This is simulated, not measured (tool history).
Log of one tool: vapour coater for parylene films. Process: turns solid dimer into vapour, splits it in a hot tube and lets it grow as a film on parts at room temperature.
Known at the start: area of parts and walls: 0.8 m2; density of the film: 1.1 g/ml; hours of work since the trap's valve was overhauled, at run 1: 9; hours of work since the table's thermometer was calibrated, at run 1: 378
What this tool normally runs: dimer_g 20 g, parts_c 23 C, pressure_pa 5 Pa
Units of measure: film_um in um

| run | hour | dimer_g | parts_c | pressure_pa | hours of work since the trap's valve was overhauled | hours of work since the table's thermometer was calibrated | film_um |
|---|---|---|---|---|---|---|---|
| 1 | 0 | 20 | 23 | 5 | 9 | 378 | 15.89 |
| 2 | 52.2 | 20 | 23 | 5 | 48 | 418 | 16 |
| 3 | 90 | 14 | 23 | 5 | 77 | 446 | 11.02 |
| 4 | 138.8 | 20 | 18 | 5 | 113 | 483 | 18 |
| 5 | 178.3 | 20 | 18 | 5 | 143 | 512 | 17.71 |
| 6 | 213 | 20 | 23 | 5 | 169 | 538 | 15.37 |
| 7 | 256.5 | 20 | 23 | 8.25 | 202 | 571 | 13.95 |
| 8 | 285.8 | 20 | 23 | 8.25 | 224 | 593 | 13.75 |
| 9 | 332.6 | 20 | 23 | 8.25 | 259 | 628 | 13.81 |
| 10 | 359.1 | 20 | 23 | 5 | 279 | 648 | 15.16 |
| 11 | 407.8 | 20 | 23 | 5 | 316 | 685 | 14.81 |
| 12 | 459.4 | 20 | 23 | 5 | 354 | 724 | 14.85 |
| 13 | 485.3 | 20 | 23 | 5 | 374 | 743 | 14.78 |
| 14 | 510.5 | 20 | 25 | 5 | 393 | 762 | 13.84 |
| 15 | 551.6 | 20 | 23 | 8.23 | 424 | 793 | 13.33 |
| 16 | 573.5 | 20 | 23 | 2.33 | 440 | 809 | 16.66 |
| 17 | 624.3 | 20 | 23 | 2.33 | 478 | 847 | 16.53 |
| 18 | 652.5 | 20 | 23 | 2.33 | 499 | 869 | 16.39 |
|  | 681.9 | trap's valve overhauled |
| 19 | 706.7 | 20 | 23 | 2.33 | 19 | 906 | 18.3 |
| 20 | 741.9 | 20 | 23 | 3.15 | 45 | 933 | 17.3 |
| 21 | 768.9 | 36 | 23 | 9.23 | 65 | 953 | 25.24 |
| 22 | 816.2 | 36 | 23 | 9.23 | 101 | 989 | 25.17 |
| 23 | 845.6 | 29 | 20 | 2.42 | 123 | 1011 | 27.62 |
| 24 | 884.4 | 31 | 34 | 10.15 | 152 | 1040 | 15.53 |
| 25 | 914.8 | 20 | 23 | 2.92 | 175 | 1063 | 17.16 |
| 26 | 946.1 | 20 | 23 | 2.87 | 199 | 1086 | 16.87 |
| 27 | 984.8 | 14 | 20 | 2.06 | 228 | 1115 | 13.7 |
| 28 | 1034.9 | 14 | 20 | 2.06 | 265 | 1153 | 13.39 |
| 29 | 1081.1 | 32 | 21 | 5 | 300 | 1188 | 25.22 |
| 30 | 1118 | 12 | 33 | 8.68 | 328 | 1215 | 6.19 |
| 31 | 1162.9 | 30 | 23 | 7.37 | 361 | 1249 | 20.39 |
| 32 | 1210.6 | 30 | 23 | 4.28 | 397 | 1285 | 22.54 |
| 33 | 1245 | 30 | 23 | 4.28 | 423 | 1311 | 22.6 |
| 34 | 1267.5 | 9 | 16 | 6.14 | 440 | 1328 | 7.52 |

For run 35, what comes out?
| 35 | 1315.6 | 13 | 17 | 7.9 | 476 | 1364 | ? |

{"run 35": {"film_um": 10.14}}
If the tool had no hidden condition, the same run with the same run-to-run variation would have returned film_um 11.23 um.

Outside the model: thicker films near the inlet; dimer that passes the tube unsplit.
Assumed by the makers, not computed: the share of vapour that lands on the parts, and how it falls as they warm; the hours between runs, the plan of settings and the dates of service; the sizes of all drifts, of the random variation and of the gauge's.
